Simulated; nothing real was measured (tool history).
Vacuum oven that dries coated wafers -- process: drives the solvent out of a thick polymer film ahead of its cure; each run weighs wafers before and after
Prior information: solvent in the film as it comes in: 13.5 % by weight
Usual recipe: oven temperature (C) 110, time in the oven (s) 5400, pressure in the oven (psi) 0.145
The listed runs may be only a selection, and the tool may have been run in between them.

| run | hour | oven temperature (C) | time in the oven (s) | pressure in the oven (psi) | solvent left in the film (%) |
|---|---|---|---|---|---|
| 1 | 0 | 110 | 5400 | 0.145 | 1.49 |
| 2 | 40.2 | 110 | 5400 | 0.145 | 1.49 |
| 3 | 67.8 | 110 | 5400 | 0.145 | 1.47 |
| 4 | 102.3 | 110 | 5400 | 0.145 | 1.48 |
| 5 | 132.3 | 110 | 5400 | 0.145 | 1.47 |
| 6 | 168 | 110 | 5400 | 0.145 | 1.46 |
| 7 | 195.7 | 110 | 5400 | 0.145 | 1.46 |
| 8 | 220.5 | 110 | 5400 | 0.145 | 1.49 |
| 9 | 254.6 | 110 | 5400 | 0.196 | 1.56 |
| 10 | 291.1 | 110 | 5400 | 0.196 | 1.58 |
| 11 | 316.9 | 110 | 5400 | 0.088 | 1.4 |
| 12 | 346.8 | 110 | 5400 | 0.145 | 1.49 |
| 13 | 380.8 | 110 | 4620 | 0.145 | 1.94 |
| 14 | 412.8 | 110 | 5400 | 0.145 | 1.4 |
| 15 | 442.6 | 110 | 5400 | 0.145 | 1.47 |
| 16 | 486.6 | 110 | 5400 | 0.145 | 1.45 |
| 17 | 510.5 | 110 | 5400 | 0.216 | 1.65 |
| 18 | 539.2 | 110 | 5400 | 0.216 | 1.6 |
| 19 | 561.5 | 110 | 5400 | 0.145 | 1.47 |
| 20 | 589.4 | 110 | 5400 | 0.145 | 1.47 |
| 21 | 628.5 | 125 | 5400 | 0.145 | 0.28 |
| 22 | 670 | 125 | 5400 | 0.145 | 0.26 |
| 23 | 700.4 | 110 | 5400 | 0.125 | 1.44 |
| 24 | 743.4 | 110 | 5400 | 0.125 | 1.43 |
| 25 | 782.6 | 97 | 5400 | 0.18 | 4.15 |
| 26 | 804 | 124 | 8580 | 0.49 | 0.68 |
| 27 | 828.9 | 110 | 5400 | 0.371 | 1.95 |
| 28 | 869.4 | 114 | 5400 | 0.103 | 0.88 |
| 29 | 905.9 | 95 | 4320 | 0.151 | 5.48 |
| 30 | 928.4 | 125 | 7380 | 0.294 | 0.4 |
| 31 | 953.2 | 112 | 5460 | 0.294 | 1.43 |
| 32 | 977.3 | 122 | 3180 | 0.294 | 1.32 |
| 33 | 1013 | 122 | 3180 | 0.294 | 1.34 |
| 34 | 1046.9 | 122 | 3180 | 0.294 | 1.34 |
| 35 | 1076.9 | 119 | 3600 | 0.289 | 1.44 |
| 36 | 1109.4 | 117 | 3000 | 0.212 | 2.12 |
| 37 | 1143.9 | 107 | 7920 | 0.083 | 0.89 |
| 38 | 1171.4 | 121 | 6780 | 0.078 | 0.14 |
| 39 | 1214.3 | 106 | 6780 | 0.129 | 1.45 |
| 40 | 1234.1 | 97 | 6420 | 0.074 | 3.25 |
| 41 | 1253.4 | 97 | 6420 | 0.074 | 3.3 |
| 42 | 1284.2 | 97 | 6420 | 0.074 | 3.28 |
| 43 | 1311.4 | 110 | 5400 | 0.571 | 2.3 |
| 44 | 1343.8 | 96 | 4680 | 0.132 | 4.88 |
| 45 | 1368 | 96 | 4680 | 0.132 | 4.91 |
| 46 | 1406.9 | 103 | 6000 | 0.477 | 3.08 |
| 47 | 1425.7 | 101 | 5400 | 0.355 | 3.68 |

Taken out of this log: 1 entry between the listed runs. Where each belongs, and how the hidden state differs across it:
From run 36 to run 37: oven's thermocouples calibrated (hour 1113.7)
  true wafer temperature over the reading, C: 0.03 -> 0
